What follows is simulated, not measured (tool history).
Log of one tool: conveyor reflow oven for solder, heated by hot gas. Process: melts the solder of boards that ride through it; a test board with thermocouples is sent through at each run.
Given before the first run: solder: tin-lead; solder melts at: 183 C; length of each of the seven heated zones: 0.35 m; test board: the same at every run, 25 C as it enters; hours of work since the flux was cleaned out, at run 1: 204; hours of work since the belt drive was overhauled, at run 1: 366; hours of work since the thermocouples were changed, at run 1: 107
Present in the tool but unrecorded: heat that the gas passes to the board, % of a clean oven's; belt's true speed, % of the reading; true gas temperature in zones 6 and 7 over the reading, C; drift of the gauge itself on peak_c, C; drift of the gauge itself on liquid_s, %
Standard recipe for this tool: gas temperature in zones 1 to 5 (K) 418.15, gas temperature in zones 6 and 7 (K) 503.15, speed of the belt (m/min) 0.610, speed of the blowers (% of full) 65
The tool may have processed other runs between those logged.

run,day,gas temperature in zones 1 to 5 (K),gas temperature in zones 6 and 7 (K),speed of the belt (m/min),speed of the blowers (% of full),hours of work since the flux was cleaned out,hours of work since the belt drive was overhauled,hours of work since the thermocouples were changed,highest temperature of the board (K),time above the solder's melting point (s)
1,0.000,418.15,503.15,0.610,65,204,366,107,481.35,45.1
# day 0.950: flux residue cleaned out of gas plates and filters
2,2.408,418.15,503.15,0.610,65,26,404,146,482.15,46.6
3,5.054,418.15,503.15,0.610,65,72,451,192,481.55,46.3
4,7.221,418.15,503.15,0.610,65,110,489,230,481.85,46.4
5,8.525,418.15,503.15,0.610,65,133,512,253,481.45,45.6
6,10.925,403.15,503.15,0.610,65,175,554,295,476.95,36.2
7,12.754,418.15,503.15,0.610,65,207,586,327,480.55,44.6
# day 13.575: flux residue cleaned out of gas plates and filters
8,15.354,427.15,495.15,0.547,51,31,628,369,478.45,51.9
9,18.017,431.15,504.15,0.634,51,78,675,416,481.35,48.4
10,20.675,431.15,504.15,0.634,51,125,721,463,480.95,46.8
11,22.329,411.15,504.15,0.634,71,154,750,492,480.05,40.4
# day 23.638: thermocouples of zones 6 and 7 changed
12,23.692,415.15,503.15,0.610,68,176,773,1,482.15,44.6
# day 26.279: flux residue cleaned out of gas plates and filters
13,26.296,427.15,503.15,0.583,61,0,815,43,485.75,56.1
14,28.517,418.15,503.15,0.510,61,39,854,82,487.55,63.0

What would each run have given without the hidden state, its run-to-run variation left as it was?
run,highest temperature of the board (K),time above the solder's melting point (s)
1,483.45,47.2
2,482.55,46.7
3,482.35,46.8
4,483.05,47.3
5,482.85,46.8
6,479.05,38.4
7,482.75,46.7
8,479.05,52.0
9,482.35,48.9
10,482.25,47.8
11,482.05,42.1
12,483.65,45.8
13,485.55,55.0
14,487.55,62.2

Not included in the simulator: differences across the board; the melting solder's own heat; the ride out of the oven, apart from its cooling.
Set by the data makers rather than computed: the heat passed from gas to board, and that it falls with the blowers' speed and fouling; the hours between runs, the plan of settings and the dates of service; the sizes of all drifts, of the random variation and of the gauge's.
